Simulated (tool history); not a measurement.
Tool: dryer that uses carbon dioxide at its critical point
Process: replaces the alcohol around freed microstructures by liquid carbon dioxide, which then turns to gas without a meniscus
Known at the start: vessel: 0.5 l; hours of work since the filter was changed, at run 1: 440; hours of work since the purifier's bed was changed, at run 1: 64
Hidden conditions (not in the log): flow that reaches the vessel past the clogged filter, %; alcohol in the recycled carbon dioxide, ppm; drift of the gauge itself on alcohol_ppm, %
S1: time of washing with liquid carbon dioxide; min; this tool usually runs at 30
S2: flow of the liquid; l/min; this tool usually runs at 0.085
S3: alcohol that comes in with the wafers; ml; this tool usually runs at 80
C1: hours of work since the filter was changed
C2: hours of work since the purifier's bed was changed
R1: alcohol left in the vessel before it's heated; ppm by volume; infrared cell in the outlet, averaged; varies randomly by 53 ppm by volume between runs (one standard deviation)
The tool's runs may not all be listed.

run	hour	S1	S2	S3	C1	C2	R1
1	0	30	0.085	80	440	64	4886
2	14.5	30	0.085	80	450	74	5003
3	23	30	0.085	80	456	80	4979
4	34.8	30	0.085	80	464	89	5093
5	46.6	30	0.085	80	473	97	5075
# hour 48.8: inlet filter changed
6	57.8	30	0.085	80	6	104	4013
7	74.2	37	0.085	80	18	116	1705
8	84.4	37	0.085	80	25	123	1713
9	101.3	30	0.085	80	37	135	4120
10	114.1	26	0.085	80	46	144	6781
11	131.4	30	0.085	80	58	156	4160
12	142.6	30	0.085	80	66	164	4169
13	152.6	30	0.085	80	73	171	4129
14	162.5	48	0.085	80	80	178	481
15	172.8	30	0.0528	80	87	185	17761
16	186.1	30	0.0528	80	96	194	17920
17	201.5	30	0.0528	80	107	205	17821
18	211.1	30	0.0528	80	114	212	18189
19	227.3	30	0.0528	80	125	223	17968
20	239.8	30	0.0528	80	134	232	18045
21	252	30	0.062	80	143	240	11859
22	259.3	30	0.062	80	148	245	12128
23	267.8	38	0.062	94	154	251	7158
24	276	30	0.1436	80	159	257	306
25	292.5	47	0.0649	20	171	269	593
26	304.8	30	0.0533	80	180	277	17689
27	317.6	32	0.0951	80	189	286	2138
28	333.5	32	0.1237	102	200	298	686
29	344.5	34	0.0908	40	208	305	1037
30	352.1	30	0.1203	80	213	311	903
31	362.5	30	0.1282	21	220	318	195
32	371.3	21	0.085	80	226	324	13066
33	384.2	21	0.085	80	235	333	13200
34	398.3	24	0.052	22	245	343	7939
35	411.7	48	0.0661	84	255	352	2169
36	425.6	19	0.0815	84	264	362	20043
37	437.7	26	0.085	80	273	371	7157
38	445.3	46	0.0741	80	278	376	1475
39	461.3	46	0.0907	68	289	387	437
40	475.9	30	0.0609	74	300	397	12311

What if the next run were any one of these 5? Each begins from the tool's condition after run 40:
A	484.9	21	0.1021	74	306	404	?
B	484.9	30	0.0724	74	306	404	?
C	484.9	30	0.0594	74	306	404	?
D	484.9	30	0.0846	25	306	404	?
E	484.9	40	0.1439	74	306	404	?

run	R1
A	7247
B	7518
C	13069
D	1523
E	86
The same runs, with their run-to-run variation unchanged, on a tool lacking any hidden condition would have given:
run	R1
A	6314
B	6561
C	11721
D	1271
E	36
